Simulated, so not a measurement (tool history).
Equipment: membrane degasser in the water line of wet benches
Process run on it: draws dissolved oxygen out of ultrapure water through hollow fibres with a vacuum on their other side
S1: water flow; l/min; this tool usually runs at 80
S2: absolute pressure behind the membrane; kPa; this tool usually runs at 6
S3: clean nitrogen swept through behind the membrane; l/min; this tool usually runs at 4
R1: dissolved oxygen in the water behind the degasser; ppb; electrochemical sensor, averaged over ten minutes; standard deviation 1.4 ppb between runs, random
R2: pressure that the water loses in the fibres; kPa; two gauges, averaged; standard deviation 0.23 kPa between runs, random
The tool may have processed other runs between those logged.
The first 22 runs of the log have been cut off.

run    hour   S1     S2     S3     R1     R2
 23  3406.8   59   5.86   8.77   47.1   43.7
 24  3507.4   80  10.17   8.82  155.5  59.28
 25  3652.4  126   6.56   2.45  355.6  93.98
 26  3740.4  122   13.4   2.95  796.9  90.67
 27  3858.6   84   6.83   1.96  313.3  62.19
 28  4001.4   88   6.83   4.03  188.8  65.31
 29  4118.2   57   3.96   4.54   28.3  42.42
 30  4236.5  107  13.78  11.41  256.7  79.06
 31  4440.3  113   6.21    8.6  117.7  84.27
 32  4546.7  121   4.22   6.03   80.6  89.78

4 options for the next run, each taken on its own from the tool as it stands now. Forecast them:
  A  4696.1   52      6   9.55   ?   ?
  B  4696.1  121   4.22   7.78   ?   ?
  C  4696.1   80      6  10.98   ?   ?
  D  4696.1   60  12.26   8.56   ?   ?

run     R1     R2
  A   40.1  38.31
  B     72   89.6
  C     61  59.21
  D  153.7  44.29
With no hidden state in the tool, these same runs would have given:
run     R1     R2
  A   38.1  37.23
  B   63.7  87.08
  C   57.2  57.54
  D  150.5  43.04
